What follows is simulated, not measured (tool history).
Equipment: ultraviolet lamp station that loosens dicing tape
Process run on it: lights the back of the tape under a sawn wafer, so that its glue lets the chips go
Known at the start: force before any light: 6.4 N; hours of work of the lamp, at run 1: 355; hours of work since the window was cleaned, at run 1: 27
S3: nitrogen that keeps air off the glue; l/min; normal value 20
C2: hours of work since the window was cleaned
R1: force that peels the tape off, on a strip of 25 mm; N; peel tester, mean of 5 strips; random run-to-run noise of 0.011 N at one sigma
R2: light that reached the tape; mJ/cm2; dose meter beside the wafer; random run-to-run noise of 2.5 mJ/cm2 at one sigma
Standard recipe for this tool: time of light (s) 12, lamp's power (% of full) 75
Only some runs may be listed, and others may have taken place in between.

{"run": 1, "hour": 0.0, "time of light (s)": 12, "lamp's power (% of full)": 75, "S3": 20, "hours of work of the lamp": 355, "C2": 27, "R1": 0.672, "R2": 243}
{"run": 2, "hour": 32.6, "time of light (s)": 14, "lamp's power (% of full)": 75, "S3": 20, "hours of work of the lamp": 370, "C2": 42, "R1": 0.511, "R2": 278}
{"run": 3, "hour": 68.0, "time of light (s)": 14, "lamp's power (% of full)": 75, "S3": 20, "hours of work of the lamp": 386, "C2": 58, "R1": 0.564, "R2": 271}
{"run": 4, "hour": 111.2, "time of light (s)": 14, "lamp's power (% of full)": 75, "S3": 20, "hours of work of the lamp": 405, "C2": 78, "R1": 0.564, "R2": 266}
{"run": 5, "hour": 133.0, "time of light (s)": 12, "lamp's power (% of full)": 75, "S3": 20, "hours of work of the lamp": 415, "C2": 88, "R1": 0.747, "R2": 228}
{"run": 6, "hour": 161.2, "time of light (s)": 12, "lamp's power (% of full)": 75, "S3": 20, "hours of work of the lamp": 428, "C2": 100, "R1": 0.756, "R2": 230}
{"run": 7, "hour": 182.6, "time of light (s)": 12, "lamp's power (% of full)": 75, "S3": 28, "hours of work of the lamp": 438, "C2": 110, "R1": 0.635, "R2": 225}
{"run": 8, "hour": 210.2, "time of light (s)": 12, "lamp's power (% of full)": 75, "S3": 20, "hours of work of the lamp": 450, "C2": 123, "R1": 0.794, "R2": 228}
{"run": 9, "hour": 236.2, "time of light (s)": 9, "lamp's power (% of full)": 75, "S3": 20, "hours of work of the lamp": 462, "C2": 134, "R1": 1.298, "R2": 164}
{"run": 10, "hour": 260.8, "time of light (s)": 9, "lamp's power (% of full)": 70, "S3": 20, "hours of work of the lamp": 473, "C2": 146, "R1": 1.417, "R2": 153}
{"run": 11, "hour": 282.8, "time of light (s)": 9, "lamp's power (% of full)": 70, "S3": 20, "hours of work of the lamp": 483, "C2": 156, "R1": 1.476, "R2": 152}
{"run": 12, "hour": 318.8, "time of light (s)": 12, "lamp's power (% of full)": 87, "S3": 20, "hours of work of the lamp": 500, "C2": 172, "R1": 0.674, "R2": 245}
{"run": 13, "hour": 339.8, "time of light (s)": 12, "lamp's power (% of full)": 94, "S3": 20, "hours of work of the lamp": 509, "C2": 182, "R1": 0.578, "R2": 266}
{"run": 14, "hour": 385.5, "time of light (s)": 12, "lamp's power (% of full)": 94, "S3": 20, "hours of work of the lamp": 530, "C2": 202, "R1": 0.604, "R2": 260}
{"run": 15, "hour": 426.2, "time of light (s)": 12, "lamp's power (% of full)": 94, "S3": 20, "hours of work of the lamp": 549, "C2": 221, "R1": 0.619, "R2": 254}
{"run": 16, "hour": 472.2, "time of light (s)": 10, "lamp's power (% of full)": 75, "S3": 20, "hours of work of the lamp": 569, "C2": 242, "R1": 1.251, "R2": 168}
{"run": 17, "hour": 497.9, "time of light (s)": 12, "lamp's power (% of full)": 75, "S3": 9, "hours of work of the lamp": 581, "C2": 253, "R1": 1.669, "R2": 199}
{"run": 18, "hour": 528.0, "time of light (s)": 12, "lamp's power (% of full)": 75, "S3": 9, "hours of work of the lamp": 595, "C2": 267, "R1": 1.645, "R2": 193}
{"run": 19, "hour": 555.2, "time of light (s)": 20, "lamp's power (% of full)": 88, "S3": 39, "hours of work of the lamp": 607, "C2": 279, "R1": 0.241, "R2": 381}
{"run": 20, "hour": 589.9, "time of light (s)": 20, "lamp's power (% of full)": 88, "S3": 39, "hours of work of the lamp": 623, "C2": 295, "R1": 0.239, "R2": 377}
{"run": 21, "hour": 633.0, "time of light (s)": 20, "lamp's power (% of full)": 88, "S3": 39, "hours of work of the lamp": 643, "C2": 315, "R1": 0.25, "R2": 368}
{"run": 22, "hour": 662.8, "time of light (s)": 20, "lamp's power (% of full)": 88, "S3": 39, "hours of work of the lamp": 656, "C2": 328, "R1": 0.242, "R2": 365}
{"run": 23, "hour": 693.0, "time of light (s)": 17, "lamp's power (% of full)": 78, "S3": 7, "hours of work of the lamp": 670, "C2": 342, "R1": 1.243, "R2": 271}
{"run": 24, "hour": 727.7, "time of light (s)": 12, "lamp's power (% of full)": 79, "S3": 20, "hours of work of the lamp": 686, "C2": 358, "R1": 1.019, "R2": 193}
{"run": 25, "hour": 752.0, "time of light (s)": 20, "lamp's power (% of full)": 82, "S3": 15, "hours of work of the lamp": 697, "C2": 369, "R1": 0.508, "R2": 329}
{"hour": 756.5, "done": "window cleaned of glue's vapour"}
{"run": 26, "hour": 781.9, "time of light (s)": 20, "lamp's power (% of full)": 82, "S3": 15, "hours of work of the lamp": 710, "C2": 12, "R1": 0.549, "R2": 307}
{"run": 27, "hour": 816.9, "time of light (s)": 20, "lamp's power (% of full)": 82, "S3": 15, "hours of work of the lamp": 726, "C2": 27, "R1": 0.584, "R2": 300}
{"run": 28, "hour": 854.2, "time of light (s)": 12, "lamp's power (% of full)": 83, "S3": 20, "hours of work of the lamp": 743, "C2": 44, "R1": 1.158, "R2": 180}
{"run": 29, "hour": 887.7, "time of light (s)": 12, "lamp's power (% of full)": 71, "S3": 12, "hours of work of the lamp": 758, "C2": 60, "R1": 1.939, "R2": 150}
{"hour": 914.6, "done": "window cleaned of glue's vapour, once more"}
{"run": 30, "hour": 926.0, "time of light (s)": 12, "lamp's power (% of full)": 71, "S3": 28, "hours of work of the lamp": 775, "C2": 5, "R1": 0.855, "R2": 189}
{"run": 31, "hour": 967.8, "time of light (s)": 15, "lamp's power (% of full)": 71, "S3": 7, "hours of work of the lamp": 794, "C2": 24, "R1": 1.575, "R2": 230}
{"run": 32, "hour": 991.7, "time of light (s)": 15, "lamp's power (% of full)": 71, "S3": 7, "hours of work of the lamp": 805, "C2": 35, "R1": 1.506, "R2": 225}
{"run": 33, "hour": 1028.9, "time of light (s)": 15, "lamp's power (% of full)": 71, "S3": 7, "hours of work of the lamp": 822, "C2": 52, "R1": 1.547, "R2": 226}
{"run": 34, "hour": 1053.0, "time of light (s)": 11, "lamp's power (% of full)": 75, "S3": 19, "hours of work of the lamp": 833, "C2": 63, "R1": 1.267, "R2": 171}
{"run": 35, "hour": 1080.1, "time of light (s)": 12, "lamp's power (% of full)": 75, "S3": 14, "hours of work of the lamp": 845, "C2": 75, "R1": 1.39, "R2": 187}
{"run": 36, "hour": 1122.1, "time of light (s)": 10, "lamp's power (% of full)": 78, "S3": 7, "hours of work of the lamp": 864, "C2": 94, "R1": 2.452, "R2": 159}

Here are 5 independent what-if runs from the current tool condition. What would each one return?
{"run": "A", "hour": 1166.8, "time of light (s)": 6, "lamp's power (% of full)": 79, "S3": 36, "hours of work of the lamp": 885, "C2": 115, "R1": "?", "R2": "?"}
{"run": "B", "hour": 1166.8, "time of light (s)": 10, "lamp's power (% of full)": 78, "S3": 15, "hours of work of the lamp": 885, "C2": 115, "R1": "?", "R2": "?"}
{"run": "C", "hour": 1166.8, "time of light (s)": 12, "lamp's power (% of full)": 78, "S3": 20, "hours of work of the lamp": 885, "C2": 115, "R1": "?", "R2": "?"}
{"run": "D", "hour": 1166.8, "time of light (s)": 7, "lamp's power (% of full)": 75, "S3": 10, "hours of work of the lamp": 885, "C2": 115, "R1": "?", "R2": "?"}
{"run": "E", "hour": 1166.8, "time of light (s)": 13, "lamp's power (% of full)": 86, "S3": 11, "hours of work of the lamp": 885, "C2": 115, "R1": "?", "R2": "?"}

run=A R1=1.979 R2=92
run=B R1=1.675 R2=157
run=C R1=1.067 R2=180
run=D R1=2.915 R2=103
run=E R1=1.228 R2=226
Without the tool's hidden state the same runs would have given:
run=A R1=1.042 R2=149
run=B R1=0.822 R2=251
run=C R1=0.464 R2=291
run=D R1=1.860 R2=164
run=E R1=0.547 R2=360
